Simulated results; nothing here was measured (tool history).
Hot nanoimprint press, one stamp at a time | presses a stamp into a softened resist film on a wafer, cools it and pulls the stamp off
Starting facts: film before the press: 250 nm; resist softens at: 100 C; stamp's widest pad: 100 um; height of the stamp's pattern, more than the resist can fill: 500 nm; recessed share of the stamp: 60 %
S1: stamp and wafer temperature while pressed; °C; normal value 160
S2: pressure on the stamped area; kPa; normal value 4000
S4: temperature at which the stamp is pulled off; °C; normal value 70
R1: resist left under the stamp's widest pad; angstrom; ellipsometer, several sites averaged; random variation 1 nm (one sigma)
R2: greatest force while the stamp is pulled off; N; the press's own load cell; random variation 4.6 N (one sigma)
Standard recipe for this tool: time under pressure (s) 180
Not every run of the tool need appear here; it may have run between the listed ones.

Run 1, hour 0.0: usual settings. Result: R1 1538 angstrom, R2 219 N.
Run 2, hour 63.5: usual settings. Result: R1 1557 angstrom, R2 241 N.
Run 3, hour 105.3: usual settings. Result: R1 1557 angstrom, R2 256 N.
Run 4, hour 179.6: usual settings but S4 75 °C. Result: R1 1596 angstrom, R2 271 N.
Run 5, hour 245.6: usual settings but S4 75 °C. Result: R1 1607 angstrom, R2 290 N.
At hour 258.7: plate thermocouple calibrated.
Run 6, hour 293.5: usual settings but S4 75 °C. Result: R1 1654 angstrom, R2 304 N.
Run 7, hour 373.4: usual settings but S4 72 °C. Result: R1 1665 angstrom, R2 335 N.
Run 8, hour 415.3: usual settings but S4 72 °C. Result: R1 1678 angstrom, R2 353 N.
At hour 450.3: stamp cleaned and given a new release coat.
Run 9, hour 502.5: usual settings. Result: R1 1716 angstrom, R2 244 N.
Run 10, hour 557.2: usual settings. Result: R1 1708 angstrom, R2 263 N.
Run 11, hour 618.3: usual settings. Result: R1 1738 angstrom, R2 284 N.
Run 12, hour 680.8: usual settings. Result: R1 1743 angstrom, R2 307 N.
At hour 745.7: plate thermocouple calibrated, once more.
Run 13, hour 765.1: usual settings but S2 2600 kPa, time under pressure (s) 132. Result: R1 1821 angstrom, R2 315 N.
Run 14, hour 845.4: usual settings but S1 154 °C, S2 6340 kPa, S4 67 °C. Result: R1 1719 angstrom, R2 344 N.
At hour 900.2: stamp cleaned and given a new release coat.
Run 15, hour 920.7: usual settings but S2 5700 kPa, time under pressure (s) 264. Result: R1 1156 angstrom, R2 235 N.

What does the tool deliver on the next run?
At hour 1001.6: press's hydraulic seals changed and the load cell set to zero.
Run 16, hour 1006.5: usual settings but time under pressure (s) 248, S4 78 °C. Result: R1 ?, R2 ?.

Run 16 produced R1 1351 angstrom, R2 244 N.
Minus the tool's unlogged condition, the same run would have read R1 1296 angstrom, R2 216 N.
